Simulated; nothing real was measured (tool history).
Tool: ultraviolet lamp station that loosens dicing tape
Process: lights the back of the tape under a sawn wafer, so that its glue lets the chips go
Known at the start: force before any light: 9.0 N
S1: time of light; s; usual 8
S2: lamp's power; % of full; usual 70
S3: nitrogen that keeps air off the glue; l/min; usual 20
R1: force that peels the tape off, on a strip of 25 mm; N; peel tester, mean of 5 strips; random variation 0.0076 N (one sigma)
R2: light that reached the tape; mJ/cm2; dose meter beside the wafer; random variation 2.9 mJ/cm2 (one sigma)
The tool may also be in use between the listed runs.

Run 1, hour 0: usual settings. Result: R1 0.365 N, R2 374 mJ/cm2.
Run 2, hour 43.8: usual settings. Result: R1 0.38 N, R2 373 mJ/cm2.
Run 3, hour 80.3: usual settings. Result: R1 0.39 N, R2 369 mJ/cm2.
Run 4, hour 136.5: usual settings but S2 93 % of full. Result: R1 0.214 N, R2 482 mJ/cm2.
Run 5, hour 205.2: usual settings but S2 93 % of full. Result: R1 0.212 N, R2 469 mJ/cm2.
Run 6, hour 279.3: usual settings but S2 93 % of full. Result: R1 0.229 N, R2 460 mJ/cm2.
Run 7, hour 325.3: usual settings but S2 93 % of full. Result: R1 0.24 N, R2 452 mJ/cm2.
Run 8, hour 391.1: usual settings but S2 93 % of full. Result: R1 0.249 N, R2 444 mJ/cm2.
Run 9, hour 447.1: usual settings. Result: R1 0.534 N, R2 330 mJ/cm2.
At hour 451.2: window cleaned of glue's vapour.
Run 10, hour 518.5: usual settings. Result: R1 0.606 N, R2 310 mJ/cm2.
Run 11, hour 585.1: usual settings. Result: R1 0.647 N, R2 300 mJ/cm2.
At hour 611.8: window cleaned of glue's vapour, once more.
Run 12, hour 629.8: usual settings but S1 7 s, S3 6 l/min. Result: R1 1.531 N, R2 291 mJ/cm2.
Run 13, hour 682.8: usual settings but S1 7 s, S3 6 l/min. Result: R1 1.486 N, R2 285 mJ/cm2.
Run 14, hour 715.4: usual settings but S3 18 l/min. Result: R1 0.577 N, R2 317 mJ/cm2.
Run 15, hour 781.4: usual settings but S3 18 l/min. Result: R1 0.63 N, R2 313 mJ/cm2.
Run 16, hour 834.1: usual settings but S1 6 s, S2 66 % of full, S3 8 l/min. Result: R1 2.044 N, R2 215 mJ/cm2.
Run 17, hour 898.4: usual settings but S1 6 s, S2 66 % of full, S3 8 l/min. Result: R1 1.985 N, R2 212 mJ/cm2.
Run 18, hour 942: usual settings but S1 16 s, S3 14 l/min. Result: R1 0.172 N, R2 588 mJ/cm2.
Run 19, hour 1012.2: usual settings but S1 5 s, S2 71 % of full, S3 22 l/min. Result: R1 1.676 N, R2 184 mJ/cm2.

The same runs without the tool's hidden state, with the same run-to-run variation:
The hidden state here: lamp's light, % of a new lamp's; light that the window lets through, % of a clean one's; drift of the gauge itself on peel_n, %; drift of the gauge itself on dose_mj_cm2, %.
run     R1   R2
  1  0.283  414
  2  0.283  419
  3  0.284  419
  4  0.163  558
  5  0.152  554
  6  0.158  555
  7   0.16  555
  8  0.157  557
  9  0.292  421
 10  0.288  420
 11  0.292  415
 12  0.954  370
 13  0.899  369
 14  0.291  416
 15  0.302  420
 16  1.196  296
 17  1.127  298
 18  0.118  840
 19  0.801  268

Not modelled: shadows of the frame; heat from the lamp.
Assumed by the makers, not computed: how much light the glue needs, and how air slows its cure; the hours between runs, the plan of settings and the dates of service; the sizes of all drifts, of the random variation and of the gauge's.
